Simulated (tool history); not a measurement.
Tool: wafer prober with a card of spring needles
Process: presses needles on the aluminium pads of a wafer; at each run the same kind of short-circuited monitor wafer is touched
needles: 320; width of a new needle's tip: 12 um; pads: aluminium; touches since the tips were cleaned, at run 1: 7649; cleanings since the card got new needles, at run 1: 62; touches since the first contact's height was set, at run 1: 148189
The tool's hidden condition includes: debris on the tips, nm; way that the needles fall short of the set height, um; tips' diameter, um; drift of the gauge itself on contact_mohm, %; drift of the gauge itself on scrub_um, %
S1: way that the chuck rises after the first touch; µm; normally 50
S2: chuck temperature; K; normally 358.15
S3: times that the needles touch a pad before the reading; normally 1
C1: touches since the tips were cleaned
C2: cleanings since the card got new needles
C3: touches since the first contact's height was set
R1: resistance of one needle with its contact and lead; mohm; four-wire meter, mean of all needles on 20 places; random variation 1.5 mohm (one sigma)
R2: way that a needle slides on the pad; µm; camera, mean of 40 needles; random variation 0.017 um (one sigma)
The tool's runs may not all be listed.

run	hour	S1	S2	S3	C1	C2	C3	R1	R2
1	0.0	50	358.15	1	7649	62	148189	311	7.29
# hour 5.4: tips cleaned on abrasive film
2	27.8	50	358.15	1	5699	63	155235	303	7.28
# hour 40.3: tips cleaned on abrasive film
3	70.3	50	358.15	1	7650	64	166039	319	7.25
# hour 74.5: tips cleaned on abrasive film
# hour 110.1: tips cleaned on abrasive film
4	115.5	43	358.15	1	1364	66	177477	235	6.18
# hour 145.2: tips cleaned on abrasive film
5	165.2	43	358.15	1	5079	67	190095	356	6.16
# hour 179.7: tips cleaned on abrasive film
6	203.7	50	344.15	1	6111	68	199888	307	7.20
# hour 216.4: tips cleaned on abrasive film
7	234.5	50	358.15	1	4615	69	207696	300	7.19
# hour 250.0: tips cleaned on abrasive film
8	274.4	50	301.15	1	6200	70	217814	323	7.18
# hour 287.6: tips cleaned on abrasive film
9	310.2	50	358.15	1	5739	71	226905	303	7.17
# hour 321.8: tips cleaned on abrasive film
10	334.9	50	374.15	1	3318	72	233160	277	7.14
# hour 338.5: height of the first contact set anew
# hour 359.2: tips cleaned on abrasive film
11	364.5	50	339.15	1	1344	73	6587	218	7.02
# hour 397.7: tips cleaned on abrasive film
12	404.3	50	339.15	1	1698	74	16700	241	7.01
13	430.2	58	358.15	1	8279	74	23281	290	8.23
# hour 435.2: tips cleaned on abrasive film
# hour 469.7: tips cleaned on abrasive film
14	480.7	58	358.15	1	2795	76	36090	240	8.19
# hour 505.2: tips cleaned on abrasive film
15	505.3	58	358.15	1	21	77	42326	148	8.17
16	534.4	58	303.15	1	7426	77	49731	300	8.17
# hour 543.5: tips cleaned on abrasive film
17	562.4	50	316.15	3	4807	78	56816	198	6.98
# hour 579.1: tips cleaned on abrasive film
# hour 617.2: height of the first contact set anew, once more
# hour 617.3: tips cleaned on abrasive film
18	618.5	55	317.15	1	318	80	318	160	8.20
# hour 655.1: tips cleaned on abrasive film
19	676.1	55	317.15	1	5337	81	14949	273	8.22
# hour 689.1: tips cleaned on abrasive film
# hour 727.0: tips cleaned on abrasive film
20	727.0	55	317.15	1	0	83	27851	140	8.17
# hour 761.4: tips cleaned on abrasive film
21	780.8	55	317.15	1	4947	84	41525	275	8.16
# hour 797.5: tips cleaned on abrasive film
# hour 831.4: tips cleaned on abrasive film
22	837.6	55	317.15	1	1579	86	55928	209	8.14
# hour 866.7: tips cleaned on abrasive film
23	881.6	55	317.15	1	3804	87	67099	264	8.11

Run 24 is up next; what results do you expect?
# hour 901.7: tips cleaned on abrasive film
24	932.0	50	358.15	2	7717	88	79898	?	?

R1: 248 mohm
R2: 7.36 µm
Minus the tool's unlogged condition, the same run would have read R1 136 mohm, R2 7.49 µm.
